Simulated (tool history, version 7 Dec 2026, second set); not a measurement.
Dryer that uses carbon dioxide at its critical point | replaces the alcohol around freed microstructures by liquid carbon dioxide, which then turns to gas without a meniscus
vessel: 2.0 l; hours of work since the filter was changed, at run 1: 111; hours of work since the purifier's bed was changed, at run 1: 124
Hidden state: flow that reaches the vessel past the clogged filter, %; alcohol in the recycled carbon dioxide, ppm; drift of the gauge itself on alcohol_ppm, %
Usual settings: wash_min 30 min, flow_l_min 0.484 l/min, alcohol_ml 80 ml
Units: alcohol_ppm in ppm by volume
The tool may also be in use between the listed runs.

| run | day | wash_min | flow_l_min | alcohol_ml | hours of work since the filter was changed | hours of work since the purifier's bed was changed | alcohol_ppm |
|---|---|---|---|---|---|---|---|
| 1 | 0.000 | 30 | 0.484 | 80 | 111 | 124 | 93 |
| 2 | 0.275 | 30 | 0.561 | 80 | 113 | 126 | 44 |
| 3 | 0.754 | 30 | 0.561 | 80 | 116 | 129 | 43 |
| 4 | 1.258 | 30 | 0.484 | 80 | 120 | 133 | 96 |
| 5 | 1.896 | 30 | 0.484 | 80 | 125 | 138 | 96 |
| 6 | 2.200 | 30 | 0.484 | 80 | 127 | 140 | 102 |
| 7 | 2.538 | 30 | 0.484 | 80 | 129 | 143 | 93 |
| 8 | 2.971 | 30 | 0.484 | 80 | 133 | 146 | 102 |
| 9 | 3.396 | 34 | 0.484 | 80 | 136 | 149 | 54 |
| 10 | 4.021 | 30 | 0.484 | 80 | 140 | 154 | 100 |
| 11 | 4.379 | 30 | 0.484 | 80 | 143 | 156 | 97 |
| 12 | 4.717 | 30 | 0.484 | 80 | 146 | 159 | 96 |
| 13 | 5.233 | 30 | 0.310 | 80 | 149 | 162 | 814 |
| 14 | 5.733 | 30 | 0.310 | 80 | 153 | 166 | 803 |
| 15 | 6.342 | 30 | 0.574 | 80 | 158 | 171 | 43 |
| 16 | 6.804 | 30 | 0.574 | 80 | 161 | 174 | 43 |
| 17 | 7.158 | 30 | 0.484 | 80 | 164 | 177 | 104 |
| 18 | 7.808 | 30 | 0.484 | 80 | 168 | 181 | 106 |
| 19 | 8.471 | 30 | 0.484 | 80 | 173 | 186 | 102 |
| 20 | 9.058 | 30 | 0.484 | 80 | 178 | 191 | 107 |
| 21 | 9.354 | 30 | 0.484 | 80 | 180 | 193 | 108 |
| 22 | 9.921 | 30 | 0.384 | 80 | 184 | 197 | 329 |
| 23 | 10.304 | 30 | 0.384 | 80 | 187 | 200 | 338 |
| 24 | 10.679 | 30 | 0.384 | 80 | 190 | 203 | 332 |
| 25 | 10.971 | 30 | 0.384 | 80 | 192 | 205 | 345 |
| 26 | 11.621 | 46 | 0.484 | 80 | 197 | 210 | 21 |
| 27 | 12.096 | 46 | 0.484 | 80 | 200 | 213 | 21 |
| 28 | 12.633 | 29 | 0.484 | 80 | 204 | 217 | 136 |
| 29 | 12.912 | 29 | 0.484 | 80 | 206 | 219 | 134 |
| 30 | 13.412 | 21 | 0.323 | 80 | 210 | 223 | 2366 |
| 31 | 13.908 | 21 | 0.323 | 80 | 213 | 227 | 2423 |
| 32 | 14.233 | 21 | 0.323 | 80 | 216 | 229 | 2407 |
| 33 | 14.783 | 37 | 0.484 | 80 | 220 | 233 | 37 |
| 34 | 15.292 | 36 | 0.581 | 63 | 224 | 237 | 25 |
| 35 | 15.708 | 36 | 0.581 | 63 | 227 | 240 | 20 |
| 36 | 16.054 | 30 | 0.614 | 38 | 229 | 242 | 22 |
| 37 | 16.404 | 30 | 0.614 | 38 | 232 | 245 | 29 |
| 38 | 16.946 | 23 | 0.580 | 98 | 236 | 249 | 225 |
| 39 | 17.475 | 23 | 0.580 | 98 | 240 | 253 | 217 |
| 40 | 17.779 | 23 | 0.580 | 98 | 242 | 255 | 207 |
| 41 | 18.400 | 18 | 0.370 | 32 | 247 | 260 | 1028 |
| 42 | 19.012 | 18 | 0.370 | 32 | 251 | 264 | 1064 |
| 43 | 19.404 | 18 | 0.414 | 23 | 254 | 267 | 558 |
| 44 | 19.900 | 18 | 0.316 | 23 | 258 | 271 | 1103 |

The next listed run, before its measurement:
| 45 | 20.404 | 19 | 0.342 | 79 | 261 | 275 | ? |

Run 45 gave alcohol_ppm 2755 ppm by volume.
Without the tool's hidden state the same run would have given alcohol_ppm 2348 ppm by volume.

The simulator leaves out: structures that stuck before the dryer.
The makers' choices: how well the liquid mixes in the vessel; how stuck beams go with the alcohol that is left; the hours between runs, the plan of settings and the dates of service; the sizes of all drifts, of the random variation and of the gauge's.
